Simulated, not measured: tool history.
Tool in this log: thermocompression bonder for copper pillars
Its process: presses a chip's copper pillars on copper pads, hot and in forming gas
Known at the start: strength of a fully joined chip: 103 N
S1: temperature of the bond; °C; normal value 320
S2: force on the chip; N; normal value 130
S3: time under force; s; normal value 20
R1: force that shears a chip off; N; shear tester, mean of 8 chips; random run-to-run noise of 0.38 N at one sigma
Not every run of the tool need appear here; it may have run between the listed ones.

{"run": 1, "hour": 0.0, "S1": 320, "S2": 130, "S3": 20, "R1": 43.5}
{"run": 2, "hour": 8.3, "S1": 320, "S2": 130, "S3": 20, "R1": 43.3}
{"run": 3, "hour": 16.3, "S1": 320, "S2": 130, "S3": 20, "R1": 42.7}
{"run": 4, "hour": 20.8, "S1": 320, "S2": 130, "S3": 20, "R1": 42.9}
{"run": 5, "hour": 28.4, "S1": 320, "S2": 130, "S3": 20, "R1": 42.7}
{"run": 6, "hour": 33.4, "S1": 320, "S2": 130, "S3": 20, "R1": 43.0}
{"run": 7, "hour": 44.1, "S1": 320, "S2": 130, "S3": 20, "R1": 43.1}
{"run": 8, "hour": 54.8, "S1": 320, "S2": 124, "S3": 20, "R1": 41.6}
{"run": 9, "hour": 62.4, "S1": 320, "S2": 124, "S3": 20, "R1": 41.1}
{"run": 10, "hour": 69.4, "S1": 320, "S2": 124, "S3": 20, "R1": 42.0}
{"run": 11, "hour": 74.7, "S1": 320, "S2": 124, "S3": 20, "R1": 40.9}
{"run": 12, "hour": 83.7, "S1": 320, "S2": 124, "S3": 20, "R1": 42.1}
{"run": 13, "hour": 94.6, "S1": 320, "S2": 130, "S3": 20, "R1": 43.3}
{"run": 14, "hour": 103.0, "S1": 320, "S2": 130, "S3": 20, "R1": 42.6}
{"run": 15, "hour": 110.7, "S1": 334, "S2": 130, "S3": 20, "R1": 47.0}
{"run": 16, "hour": 121.4, "S1": 319, "S2": 130, "S3": 20, "R1": 43.0}
{"run": 17, "hour": 129.0, "S1": 319, "S2": 130, "S3": 20, "R1": 42.6}
{"run": 18, "hour": 138.8, "S1": 319, "S2": 130, "S3": 29, "R1": 47.7}
{"run": 19, "hour": 145.0, "S1": 319, "S2": 130, "S3": 29, "R1": 47.2}
{"run": 20, "hour": 152.9, "S1": 319, "S2": 130, "S3": 29, "R1": 48.1}
{"run": 21, "hour": 161.9, "S1": 328, "S2": 130, "S3": 20, "R1": 44.2}
{"run": 22, "hour": 167.4, "S1": 328, "S2": 130, "S3": 20, "R1": 44.6}
{"run": 23, "hour": 177.5, "S1": 328, "S2": 130, "S3": 20, "R1": 44.4}
{"run": 24, "hour": 184.5, "S1": 328, "S2": 130, "S3": 20, "R1": 44.7}
{"run": 25, "hour": 194.4, "S1": 328, "S2": 100, "S3": 15, "R1": 34.0}
{"hour": 201.1, "done": "forming gas filter changed"}
{"run": 26, "hour": 201.1, "S1": 320, "S2": 130, "S3": 29, "R1": 53.7}
{"run": 27, "hour": 206.5, "S1": 344, "S2": 194, "S3": 21, "R1": 68.2}
{"run": 28, "hour": 215.4, "S1": 328, "S2": 110, "S3": 25, "R1": 48.6}
{"run": 29, "hour": 221.8, "S1": 328, "S2": 110, "S3": 25, "R1": 48.2}
{"run": 30, "hour": 226.4, "S1": 350, "S2": 89, "S3": 20, "R1": 46.2}
{"hour": 233.5, "done": "force cell calibrated"}
{"run": 31, "hour": 235.3, "S1": 340, "S2": 171, "S3": 11, "R1": 53.1}
{"run": 32, "hour": 240.6, "S1": 340, "S2": 171, "S3": 11, "R1": 52.7}
{"run": 33, "hour": 249.1, "S1": 329, "S2": 171, "S3": 18, "R1": 57.7}
{"run": 34, "hour": 258.0, "S1": 331, "S2": 102, "S3": 13, "R1": 38.1}
{"run": 35, "hour": 266.9, "S1": 324, "S2": 128, "S3": 35, "R1": 59.6}
{"run": 36, "hour": 272.5, "S1": 310, "S2": 100, "S3": 11, "R1": 29.1}
{"run": 37, "hour": 282.3, "S1": 310, "S2": 100, "S3": 11, "R1": 29.6}
{"run": 38, "hour": 292.4, "S1": 310, "S2": 104, "S3": 16, "R1": 35.4}
{"run": 39, "hour": 298.3, "S1": 344, "S2": 88, "S3": 51, "R1": 62.0}
{"run": 40, "hour": 308.8, "S1": 344, "S2": 88, "S3": 51, "R1": 61.2}

Measured minus without-hidden-state, run by run (identical run-to-run variation in each term; gauge scatter may differ):
Hidden state at play: true temperature of the bond over the reading, C; force that reaches the chip, % of what is set; oxide that the forming gas leaves, % of the face; drift of the gauge itself on shear_n, %.
run=1 R1=-5.2
run=2 R1=-5.3
run=3 R1=-5.2
run=4 R1=-5.3
run=5 R1=-5.4
run=6 R1=-5.4
run=7 R1=-5.4
run=8 R1=-5.4
run=9 R1=-5.4
run=10 R1=-5.5
run=11 R1=-5.5
run=12 R1=-5.5
run=13 R1=-5.7
run=14 R1=-5.8
run=15 R1=-6.3
run=16 R1=-5.9
run=17 R1=-6.0
run=18 R1=-6.6
run=19 R1=-6.6
run=20 R1=-6.8
run=21 R1=-6.3
run=22 R1=-6.4
run=23 R1=-6.5
run=24 R1=-6.5
run=25 R1=-5.2
run=26 R1=-1.9
run=27 R1=-2.0
run=28 R1=-1.8
run=29 R1=-1.9
run=30 R1=-1.9
run=31 R1=-0.1
run=32 R1=-0.2
run=33 R1=-0.2
run=34 R1=-0.2
run=35 R1=-0.3
run=36 R1=-0.2
run=37 R1=-0.2
run=38 R1=-0.3
run=39 R1=-0.6
run=40 R1=-0.7
